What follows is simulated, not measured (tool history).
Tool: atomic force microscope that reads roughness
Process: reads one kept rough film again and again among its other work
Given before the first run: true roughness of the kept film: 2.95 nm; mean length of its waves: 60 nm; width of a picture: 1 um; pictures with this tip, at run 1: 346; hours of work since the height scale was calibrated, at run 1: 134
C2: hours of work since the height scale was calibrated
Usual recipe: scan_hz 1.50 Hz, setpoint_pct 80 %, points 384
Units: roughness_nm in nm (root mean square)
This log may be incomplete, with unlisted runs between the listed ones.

{"run": 1, "hour": 0.0, "scan_hz": 1.5, "setpoint_pct": 80, "points": 384, "pictures with this tip": 346, "C2": 134, "roughness_nm": 2.43}
{"hour": 9.3, "done": "new tip fitted"}
{"run": 2, "hour": 15.6, "scan_hz": 1.5, "setpoint_pct": 80, "points": 654, "pictures with this tip": 7, "C2": 144, "roughness_nm": 2.62}
{"run": 3, "hour": 29.0, "scan_hz": 1.5, "setpoint_pct": 80, "points": 654, "pictures with this tip": 20, "C2": 152, "roughness_nm": 2.62}
{"run": 4, "hour": 40.7, "scan_hz": 1.5, "setpoint_pct": 80, "points": 654, "pictures with this tip": 31, "C2": 159, "roughness_nm": 2.606}
{"run": 5, "hour": 65.8, "scan_hz": 1.5, "setpoint_pct": 80, "points": 435, "pictures with this tip": 56, "C2": 175, "roughness_nm": 2.582}
{"run": 6, "hour": 84.8, "scan_hz": 1.5, "setpoint_pct": 66, "points": 384, "pictures with this tip": 74, "C2": 186, "roughness_nm": 2.72}
{"run": 7, "hour": 101.1, "scan_hz": 1.5, "setpoint_pct": 66, "points": 384, "pictures with this tip": 90, "C2": 196, "roughness_nm": 2.706}
{"run": 8, "hour": 122.8, "scan_hz": 1.5, "setpoint_pct": 78, "points": 384, "pictures with this tip": 111, "C2": 210, "roughness_nm": 2.583}
{"run": 9, "hour": 147.4, "scan_hz": 1.5, "setpoint_pct": 78, "points": 384, "pictures with this tip": 135, "C2": 225, "roughness_nm": 2.586}
{"run": 10, "hour": 168.6, "scan_hz": 1.5, "setpoint_pct": 81, "points": 492, "pictures with this tip": 156, "C2": 238, "roughness_nm": 2.515}
{"run": 11, "hour": 181.2, "scan_hz": 0.86, "setpoint_pct": 63, "points": 671, "pictures with this tip": 168, "C2": 246, "roughness_nm": 2.734}

Alternative continuations, all from the tool just after run 11; predict every row:
{"run": "A", "hour": 192.9, "scan_hz": 1.01, "setpoint_pct": 80, "points": 702, "pictures with this tip": 180, "C2": 253, "roughness_nm": "?"}
{"run": "B", "hour": 192.9, "scan_hz": 0.61, "setpoint_pct": 69, "points": 671, "pictures with this tip": 180, "C2": 253, "roughness_nm": "?"}
{"run": "C", "hour": 192.9, "scan_hz": 3.25, "setpoint_pct": 83, "points": 936, "pictures with this tip": 180, "C2": 253, "roughness_nm": "?"}
{"run": "D", "hour": 192.9, "scan_hz": 1.5, "setpoint_pct": 80, "points": 494, "pictures with this tip": 180, "C2": 253, "roughness_nm": "?"}

run=A roughness_nm=2.615
run=B roughness_nm=2.714
run=C roughness_nm=2.230
run=D roughness_nm=2.512
With the hidden condition removed and each run's random variation left untouched, the same runs would have given:
run=A roughness_nm=2.718
run=B roughness_nm=2.821
run=C roughness_nm=2.319
run=D roughness_nm=2.612
